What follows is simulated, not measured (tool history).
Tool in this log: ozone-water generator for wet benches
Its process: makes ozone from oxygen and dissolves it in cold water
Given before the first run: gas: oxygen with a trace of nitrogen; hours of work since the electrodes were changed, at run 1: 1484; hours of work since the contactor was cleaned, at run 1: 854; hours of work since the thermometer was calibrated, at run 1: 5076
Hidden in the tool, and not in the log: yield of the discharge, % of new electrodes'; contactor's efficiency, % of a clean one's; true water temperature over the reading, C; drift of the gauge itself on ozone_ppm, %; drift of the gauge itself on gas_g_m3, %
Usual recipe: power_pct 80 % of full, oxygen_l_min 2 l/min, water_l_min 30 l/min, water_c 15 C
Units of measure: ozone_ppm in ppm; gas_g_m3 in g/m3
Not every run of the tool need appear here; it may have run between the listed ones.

run	hour	power_pct	oxygen_l_min	water_l_min	water_c	hours of work since the electrodes were changed	hours of work since the contactor was cleaned	hours of work since the thermometer was calibrated	ozone_ppm	gas_g_m3
1	0	80	2	30	15	1484	854	5076	9.6	240.1
2	89.7	80	2	30	15	1570	940	5162	9.6	238.9
3	138	80	2	30	15	1616	986	5209	9.6	237.8
4	207.9	80	2	20	15	1683	1053	5276	14.4	238.5
5	309	80	2	20	15	1780	1150	5373	14.1	237.1
6	395.1	80	2	30	18	1863	1233	5455	9.1	236.1
# hour 406.3: contactor cleaned
7	444.9	80	2	30	18	1907	37	5499	9.3	235.4
8	506.1	80	2	24	16	1965	96	5558	11.7	236.9
9	612.8	80	3.32	24	15	2068	198	5660	13.1	175.9
10	683.8	80	1.36	37	15	2136	266	5728	6.5	293.5
11	769.6	61	1.28	37	15	2218	348	5811	5.5	257.6
# hour 792.9: water thermometer calibrated
12	862.3	60	1.55	36	15	2306	437	67	5.8	227.4
# hour 901.9: contactor cleaned, once more
13	921.4	50	1.55	36	16	2359	19	119	5.6	202.5
14	1009.7	80	2.77	23	14	2444	103	204	13.4	192.9

Describe how what the log doesn't record of the tool's condition differs between the last listed run preceding each entry between runs and the first listed run following it.
From run 6 to run 7: contactor cleaned (hour 406.3)
  yield of the discharge, % of new electrodes': 94.4 -> 94.3; contactor's efficiency, % of a clean one's: 97.6 -> 96.2
  difference, measured minus the result without the unlogged condition, ozone_ppm: -0.7 -> -0.8 ppm; gas_g_m3: -15.2 -> -15.4 g/m3
From run 11 to run 12: water thermometer calibrated (hour 792.9)
  yield of the discharge, % of new electrodes': 93.4 -> 93.2; contactor's efficiency, % of a clean one's: 95.7 -> 95.6; true water temperature over the reading, C: 0.36 -> -0.1
  difference, measured minus the result without the unlogged condition, ozone_ppm: -0.5 -> -0.5 ppm; gas_g_m3: -16.5 -> -15 g/m3
From run 12 to run 13: contactor cleaned, once more (hour 901.9)
  yield of the discharge, % of new electrodes': 93.2 -> 93; contactor's efficiency, % of a clean one's: 95.6 -> 99.5; true water temperature over the reading, C: -0.1 -> -0.09
  difference, measured minus the result without the unlogged condition, ozone_ppm: -0.5 -> -0.3 ppm; gas_g_m3: -15 -> -12 g/m3
